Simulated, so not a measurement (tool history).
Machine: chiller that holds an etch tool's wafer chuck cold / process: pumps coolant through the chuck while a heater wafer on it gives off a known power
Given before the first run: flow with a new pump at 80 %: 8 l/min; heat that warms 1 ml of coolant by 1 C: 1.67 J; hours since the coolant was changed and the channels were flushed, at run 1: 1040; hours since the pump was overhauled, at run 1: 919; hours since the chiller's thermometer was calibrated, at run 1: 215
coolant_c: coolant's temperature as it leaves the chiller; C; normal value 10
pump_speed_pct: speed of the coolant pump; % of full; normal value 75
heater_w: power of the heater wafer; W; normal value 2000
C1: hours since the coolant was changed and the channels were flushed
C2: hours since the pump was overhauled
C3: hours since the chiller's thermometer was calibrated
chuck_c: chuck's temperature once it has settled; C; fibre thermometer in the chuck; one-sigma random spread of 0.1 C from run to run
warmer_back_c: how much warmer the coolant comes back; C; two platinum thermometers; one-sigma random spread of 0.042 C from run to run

{"run": 1, "hour": 0.0, "coolant_c": 10, "pump_speed_pct": 75, "heater_w": 2000, "C1": 1040, "C2": 919, "C3": 215, "chuck_c": 31.5, "warmer_back_c": 9.73}
{"run": 2, "hour": 42.8, "coolant_c": 10, "pump_speed_pct": 75, "heater_w": 2000, "C1": 1083, "C2": 962, "C3": 258, "chuck_c": 31.4, "warmer_back_c": 9.76}
{"run": 3, "hour": 90.4, "coolant_c": 10, "pump_speed_pct": 75, "heater_w": 2000, "C1": 1130, "C2": 1010, "C3": 306, "chuck_c": 31.5, "warmer_back_c": 9.79}
{"run": 4, "hour": 111.9, "coolant_c": 10, "pump_speed_pct": 92, "heater_w": 2000, "C1": 1152, "C2": 1031, "C3": 327, "chuck_c": 28.8, "warmer_back_c": 7.84}
{"run": 5, "hour": 151.2, "coolant_c": 10, "pump_speed_pct": 92, "heater_w": 2000, "C1": 1191, "C2": 1070, "C3": 366, "chuck_c": 28.6, "warmer_back_c": 7.84}
{"run": 6, "hour": 174.1, "coolant_c": 10, "pump_speed_pct": 63, "heater_w": 2000, "C1": 1214, "C2": 1093, "C3": 389, "chuck_c": 34.4, "warmer_back_c": 11.74}
{"run": 7, "hour": 194.5, "coolant_c": 19, "pump_speed_pct": 75, "heater_w": 2000, "C1": 1234, "C2": 1114, "C3": 410, "chuck_c": 40.5, "warmer_back_c": 9.73}
{"run": 8, "hour": 227.7, "coolant_c": 19, "pump_speed_pct": 75, "heater_w": 2000, "C1": 1267, "C2": 1147, "C3": 443, "chuck_c": 40.6, "warmer_back_c": 9.73}
{"run": 9, "hour": 268.3, "coolant_c": 10, "pump_speed_pct": 75, "heater_w": 2000, "C1": 1308, "C2": 1187, "C3": 483, "chuck_c": 31.8, "warmer_back_c": 9.79}
{"run": 10, "hour": 294.4, "coolant_c": 10, "pump_speed_pct": 75, "heater_w": 2000, "C1": 1334, "C2": 1213, "C3": 510, "chuck_c": 31.8, "warmer_back_c": 9.85}
{"run": 11, "hour": 313.9, "coolant_c": 10, "pump_speed_pct": 75, "heater_w": 2462, "C1": 1354, "C2": 1233, "C3": 529, "chuck_c": 36.8, "warmer_back_c": 12.12}
{"run": 12, "hour": 359.6, "coolant_c": 19, "pump_speed_pct": 84, "heater_w": 1268, "C1": 1399, "C2": 1279, "C3": 575, "chuck_c": 31.5, "warmer_back_c": 5.47}
{"run": 13, "hour": 394.2, "coolant_c": 19, "pump_speed_pct": 84, "heater_w": 1268, "C1": 1434, "C2": 1313, "C3": 609, "chuck_c": 31.6, "warmer_back_c": 5.5}
{"run": 14, "hour": 435.7, "coolant_c": 16, "pump_speed_pct": 65, "heater_w": 1660, "C1": 1475, "C2": 1355, "C3": 651, "chuck_c": 36, "warmer_back_c": 9.44}
{"run": 15, "hour": 463.3, "coolant_c": 4, "pump_speed_pct": 95, "heater_w": 1697, "C1": 1503, "C2": 1382, "C3": 678, "chuck_c": 19.5, "warmer_back_c": 6.44}
{"run": 16, "hour": 487.7, "coolant_c": 10, "pump_speed_pct": 72, "heater_w": 2000, "C1": 1527, "C2": 1407, "C3": 703, "chuck_c": 32.2, "warmer_back_c": 10.27}
{"run": 17, "hour": 535.0, "coolant_c": 12, "pump_speed_pct": 65, "heater_w": 2000, "C1": 1575, "C2": 1454, "C3": 750, "chuck_c": 36.1, "warmer_back_c": 11.45}
{"run": 18, "hour": 561.7, "coolant_c": 10, "pump_speed_pct": 73, "heater_w": 1582, "C1": 1601, "C2": 1481, "C3": 777, "chuck_c": 27.6, "warmer_back_c": 7.97}
{"run": 19, "hour": 604.0, "coolant_c": 10, "pump_speed_pct": 73, "heater_w": 1582, "C1": 1644, "C2": 1523, "C3": 819, "chuck_c": 27.8, "warmer_back_c": 7.98}

Forecast each of these 5 alternatives for the next run:
{"run": "A", "hour": 624.4, "coolant_c": 13, "pump_speed_pct": 67, "heater_w": 1919, "C1": 1664, "C2": 1543, "C3": 840, "chuck_c": "?", "warmer_back_c": "?"}
{"run": "B", "hour": 624.4, "coolant_c": 17, "pump_speed_pct": 91, "heater_w": 2994, "C1": 1664, "C2": 1543, "C3": 840, "chuck_c": "?", "warmer_back_c": "?"}
{"run": "C", "hour": 624.4, "coolant_c": 12, "pump_speed_pct": 70, "heater_w": 1273, "C1": 1664, "C2": 1543, "C3": 840, "chuck_c": "?", "warmer_back_c": "?"}
{"run": "D", "hour": 624.4, "coolant_c": 5, "pump_speed_pct": 97, "heater_w": 2728, "C1": 1664, "C2": 1543, "C3": 840, "chuck_c": "?", "warmer_back_c": "?"}
{"run": "E", "hour": 624.4, "coolant_c": 10, "pump_speed_pct": 73, "heater_w": 2574, "C1": 1664, "C2": 1543, "C3": 840, "chuck_c": "?", "warmer_back_c": "?"}

run=A chuck_c=35.6 warmer_back_c=10.74
run=B chuck_c=45.5 warmer_back_c=11.97
run=C chuck_c=26.5 warmer_back_c=6.75
run=D chuck_c=30 warmer_back_c=10.16
run=E chuck_c=38.6 warmer_back_c=12.97
Had the tool no hidden state, the same runs would have come out as:
run=A chuck_c=34.5 warmer_back_c=10.55
run=B chuck_c=44.2 warmer_back_c=11.75
run=C chuck_c=25.8 warmer_back_c=6.62
run=D chuck_c=28.8 warmer_back_c=9.98
run=E chuck_c=37.2 warmer_back_c=12.74
